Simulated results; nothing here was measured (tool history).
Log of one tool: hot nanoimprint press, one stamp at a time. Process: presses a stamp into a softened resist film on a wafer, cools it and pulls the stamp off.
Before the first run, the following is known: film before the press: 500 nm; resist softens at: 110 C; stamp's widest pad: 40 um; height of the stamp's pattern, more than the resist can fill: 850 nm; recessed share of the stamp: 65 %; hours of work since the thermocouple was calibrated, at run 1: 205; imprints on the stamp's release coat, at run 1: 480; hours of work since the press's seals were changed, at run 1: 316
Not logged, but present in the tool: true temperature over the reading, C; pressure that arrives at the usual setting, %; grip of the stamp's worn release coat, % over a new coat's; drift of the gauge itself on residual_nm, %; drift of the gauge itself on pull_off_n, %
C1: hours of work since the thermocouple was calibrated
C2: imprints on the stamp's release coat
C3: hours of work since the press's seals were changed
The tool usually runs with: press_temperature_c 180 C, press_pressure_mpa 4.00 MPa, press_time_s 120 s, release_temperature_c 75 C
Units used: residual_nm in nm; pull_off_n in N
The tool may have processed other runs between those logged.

Run 1, day 0.000: usual settings; C1 205; C2 480; C3 316. Result: residual_nm 281.6 nm, pull_off_n 240 N.
Run 2, day 0.321: usual settings; C1 209; C2 496; C3 320. Result: residual_nm 280.5 nm, pull_off_n 244 N.
Run 3, day 0.921: usual settings but press_pressure_mpa 3.01 MPa; C1 217; C2 526; C3 328. Result: residual_nm 309.4 nm, pull_off_n 248 N.
Run 4, day 1.283: usual settings but press_pressure_mpa 3.01 MPa; C1 221; C2 545; C3 332. Result: residual_nm 310.3 nm, pull_off_n 245 N.
Run 5, day 1.792: usual settings but press_pressure_mpa 3.01 MPa; C1 228; C2 570; C3 338. Result: residual_nm 310.1 nm, pull_off_n 257 N.
Run 6, day 2.138: usual settings but press_pressure_mpa 3.01 MPa; C1 232; C2 588; C3 343. Result: residual_nm 310.1 nm, pull_off_n 250 N.
Run 7, day 2.450: usual settings; C1 236; C2 604; C3 347. Result: residual_nm 280.4 nm, pull_off_n 264 N.
Run 8, day 2.733: usual settings; C1 239; C2 618; C3 350. Result: residual_nm 280.4 nm, pull_off_n 256 N.
Run 9, day 3.008: usual settings; C1 243; C2 632; C3 354. Result: residual_nm 281.1 nm, pull_off_n 259 N.
Run 10, day 3.496: usual settings; C1 249; C2 656; C3 360. Result: residual_nm 280.1 nm, pull_off_n 257 N.
Run 11, day 3.854: usual settings; C1 253; C2 675; C3 364. Result: residual_nm 280.3 nm, pull_off_n 265 N.
Run 12, day 4.200: usual settings; C1 257; C2 692; C3 368. Result: residual_nm 280.8 nm, pull_off_n 261 N.
Run 13, day 4.804: usual settings; C1 265; C2 723; C3 376. Result: residual_nm 280.2 nm, pull_off_n 266 N.
At day 4.975: plate thermocouple calibrated.
Run 14, day 5.542: usual settings but press_time_s 82 s; C1 7; C2 754; C3 383. Result: residual_nm 312.7 nm, pull_off_n 268 N.
Run 15, day 6.058: usual settings; C1 13; C2 780; C3 390. Result: residual_nm 277.7 nm, pull_off_n 277 N.
Run 16, day 6.321: usual settings; C1 17; C2 793; C3 393. Result: residual_nm 276.9 nm, pull_off_n 268 N.
Run 17, day 6.692: usual settings; C1 21; C2 812; C3 398. Result: residual_nm 276.7 nm, pull_off_n 273 N.
Run 18, day 7.108: usual settings but press_temperature_c 171 C, press_pressure_mpa 2.56 MPa, press_time_s 94 s, release_temperature_c 72 C; C1 26; C2 833; C3 403. Result: residual_nm 414.8 nm, pull_off_n 286 N.
At day 7.496: plate thermocouple calibrated, once more.
Run 19, day 7.671: usual settings but press_temperature_c 177 C, press_pressure_mpa 5.70 MPa, press_time_s 130 s, release_temperature_c 82 C; C1 2; C2 855; C3 408. Result: residual_nm 276.1 nm, pull_off_n 257 N.
Run 20, day 7.942: usual settings but press_temperature_c 178 C; C1 6; C2 868; C3 412. Result: residual_nm 308.4 nm, pull_off_n 274 N.
Run 21, day 8.488: usual settings but press_temperature_c 178 C, press_pressure_mpa 6.38 MPa, press_time_s 235 s; C1 12; C2 896; C3 418. Result: residual_nm 203.5 nm, pull_off_n 287 N.
Run 22, day 9.050: usual settings but press_temperature_c 188 C, press_pressure_mpa 4.97 MPa, press_time_s 123 s, release_temperature_c 67 C; C1 19; C2 925; C3 425. Result: residual_nm 201.3 nm, pull_off_n 323 N.
Run 23, day 9.646: usual settings but press_temperature_c 188 C, press_pressure_mpa 5.14 MPa, press_time_s 123 s, release_temperature_c 67 C; C1 27; C2 955; C3 433. Result: residual_nm 198.2 nm, pull_off_n 313 N.
Run 24, day 10.242: usual settings but press_pressure_mpa 5.86 MPa, press_time_s 66 s; C1 34; C2 985; C3 440. Result: residual_nm 305.9 nm, pull_off_n 282 N.
Run 25, day 10.867: usual settings but press_pressure_mpa 5.86 MPa, press_time_s 66 s; C1 42; C2 1016; C3 448. Result: residual_nm 308.0 nm, pull_off_n 283 N.
Run 26, day 11.279: usual settings but press_pressure_mpa 3.04 MPa, press_time_s 104 s, release_temperature_c 80 C; C1 47; C2 1037; C3 453. Result: residual_nm 330.5 nm, pull_off_n 258 N.
Run 27, day 11.804: usual settings but press_temperature_c 184 C, release_temperature_c 67 C; C1 53; C2 1063; C3 459. Result: residual_nm 254.7 nm, pull_off_n 325 N.
Run 28, day 12.238: usual settings but press_temperature_c 170 C, press_pressure_mpa 4.22 MPa, release_temperature_c 74 C; C1 59; C2 1086; C3 465. Result: residual_nm 377.0 nm, pull_off_n 295 N.
Run 29, day 12.608: usual settings but press_temperature_c 183 C, press_pressure_mpa 4.22 MPa, press_time_s 61 s, release_temperature_c 69 C; C1 63; C2 1104; C3 469. Result: residual_nm 320.1 nm, pull_off_n 322 N.
Run 30, day 13.008: usual settings but press_temperature_c 177 C, release_temperature_c 79 C; C1 68; C2 1124; C3 474. Result: residual_nm 317.1 nm, pull_off_n 280 N.

Each row is a separate what-if for the run after 30, all from the same tool condition, not one after another. Results?
Run A, day 13.288: usual settings but press_temperature_c 188 C, press_pressure_mpa 4.87 MPa, press_time_s 179 s; C1 72; C2 1139; C3 478. Result: residual_nm ?, pull_off_n ?.
Run B, day 13.288: usual settings but press_temperature_c 183 C; C1 72; C2 1139; C3 478. Result: residual_nm ?, pull_off_n ?.
Run C, day 13.288: usual settings but press_temperature_c 191 C; C1 72; C2 1139; C3 478. Result: residual_nm ?, pull_off_n ?.

run  residual_nm  pull_off_n
  A        172.4         293
  B        262.4         295
  C        199.9         307
Stripped of hidden state, with their random variation kept, the same runs would have yielded:
run  residual_nm  pull_off_n
  A        169.7         215
  B        259.8         216
  C        197.5         225
